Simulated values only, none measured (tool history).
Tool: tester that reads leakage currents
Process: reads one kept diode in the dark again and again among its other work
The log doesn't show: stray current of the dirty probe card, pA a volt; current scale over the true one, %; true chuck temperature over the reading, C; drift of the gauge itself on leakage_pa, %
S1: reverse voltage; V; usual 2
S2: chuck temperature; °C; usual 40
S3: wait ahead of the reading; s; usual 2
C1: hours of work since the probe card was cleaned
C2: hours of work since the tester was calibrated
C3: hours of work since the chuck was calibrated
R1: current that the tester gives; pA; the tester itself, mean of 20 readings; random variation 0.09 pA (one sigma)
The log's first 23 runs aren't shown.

{"hour": 1051.6, "done": "probe card cleaned and baked"}
{"run": 24, "hour": 1068.5, "S1": 19.6, "S2": 40, "S3": 9.83, "C1": 11, "C2": 68, "C3": 306, "R1": 75.44}
{"run": 25, "hour": 1123.7, "S1": 19.6, "S2": 40, "S3": 9.83, "C1": 46, "C2": 104, "C3": 341, "R1": 76.26}
{"run": 26, "hour": 1187.6, "S1": 2, "S2": 22, "S3": 2, "C1": 86, "C2": 144, "C3": 382, "R1": 6.73}
{"run": 27, "hour": 1223.3, "S1": 14.03, "S2": 55, "S3": 2.65, "C1": 109, "C2": 167, "C3": 404, "R1": 183.81}
{"run": 28, "hour": 1265.1, "S1": 1.07, "S2": 60, "S3": 2.49, "C1": 136, "C2": 193, "C3": 431, "R1": 75.13}
{"run": 29, "hour": 1302.8, "S1": 1.07, "S2": 60, "S3": 2.49, "C1": 159, "C2": 217, "C3": 455, "R1": 75.16}
{"run": 30, "hour": 1341.3, "S1": 2.75, "S2": 40, "S3": 0.89, "C1": 184, "C2": 242, "C3": 479, "R1": 30.95}
{"run": 31, "hour": 1369.6, "S1": 2.75, "S2": 40, "S3": 0.89, "C1": 202, "C2": 260, "C3": 497, "R1": 30.77}
{"run": 32, "hour": 1405.0, "S1": 1.19, "S2": 28, "S3": 0.31, "C1": 224, "C2": 282, "C3": 520, "R1": 8.96}
{"run": 33, "hour": 1432.5, "S1": 2.73, "S2": 36, "S3": 0.41, "C1": 242, "C2": 300, "C3": 537, "R1": 23.93}
{"run": 34, "hour": 1468.8, "S1": 14.05, "S2": 45, "S3": 0.77, "C1": 265, "C2": 323, "C3": 560, "R1": 98.63}

Forecast run 35:
{"run": 35, "hour": 1517.4, "S1": 14.05, "S2": 45, "S3": 0.77, "C1": 296, "C2": 353, "C3": 591, "R1": "?"}

R1: 99.45 pA
Without the tool's hidden state the same run would have given R1 91.74 pA.
